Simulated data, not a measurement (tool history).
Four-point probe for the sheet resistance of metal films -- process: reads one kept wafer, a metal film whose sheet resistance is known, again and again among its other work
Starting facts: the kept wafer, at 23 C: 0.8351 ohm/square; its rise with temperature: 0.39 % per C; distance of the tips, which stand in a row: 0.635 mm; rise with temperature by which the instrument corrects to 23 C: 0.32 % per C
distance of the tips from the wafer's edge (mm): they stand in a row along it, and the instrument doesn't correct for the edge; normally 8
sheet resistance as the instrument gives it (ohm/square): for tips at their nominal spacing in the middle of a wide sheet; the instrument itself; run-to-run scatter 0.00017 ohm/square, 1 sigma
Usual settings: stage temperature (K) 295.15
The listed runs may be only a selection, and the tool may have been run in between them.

| run | hour | stage temperature (K) | distance of the tips from the wafer's edge (mm) | sheet resistance as the instrument gives it (ohm/square) |
|---|---|---|---|---|
| 1 | 0.0 | 295.15 | 8 | 0.843297 |
| 2 | 44.8 | 295.15 | 8 | 0.843946 |
| 3 | 112.2 | 295.15 | 8 | 0.844507 |
| 4 | 154.8 | 295.15 | 8 | 0.844316 |
| 5 | 223.8 | 295.15 | 8 | 0.845118 |
| 6 | 273.2 | 295.15 | 8 | 0.845798 |
|  | 277.6 | stage's thermometer calibrated |
|  | 339.9 | new probe head fitted |
| 7 | 342.9 | 303.15 | 27 | 0.843363 |
| 8 | 408.5 | 297.15 | 39 | 0.840635 |
| 9 | 447.5 | 295.15 | 10 | 0.841738 |
| 10 | 478.2 | 307.15 | 4 | 0.857709 |
|  | 485.0 | stage's thermometer calibrated, once more |
| 11 | 517.0 | 294.15 | 7 | 0.843838 |

Consider 5 possible next runs. They are alternatives, not a sequence: every one starts from the tool as it was left by run 11. What does each give?
| A | 549.0 | 295.15 | 4 | ? |
| B | 549.0 | 307.15 | 10 | ? |
| C | 549.0 | 295.15 | 5 | ? |
| D | 549.0 | 295.15 | 11 | ? |
| E | 549.0 | 295.15 | 4 | ? |

| run | sheet resistance as the instrument gives it (ohm/square) |
|---|---|
| A | 0.852360 |
| B | 0.849490 |
| C | 0.848258 |
| D | 0.842451 |
| E | 0.852455 |
What these runs would have given with no unlogged condition in the tool:
| run | sheet resistance as the instrument gives it (ohm/square) |
|---|---|
| A | 0.845617 |
| B | 0.842761 |
| C | 0.841545 |
| D | 0.835780 |
| E | 0.845711 |
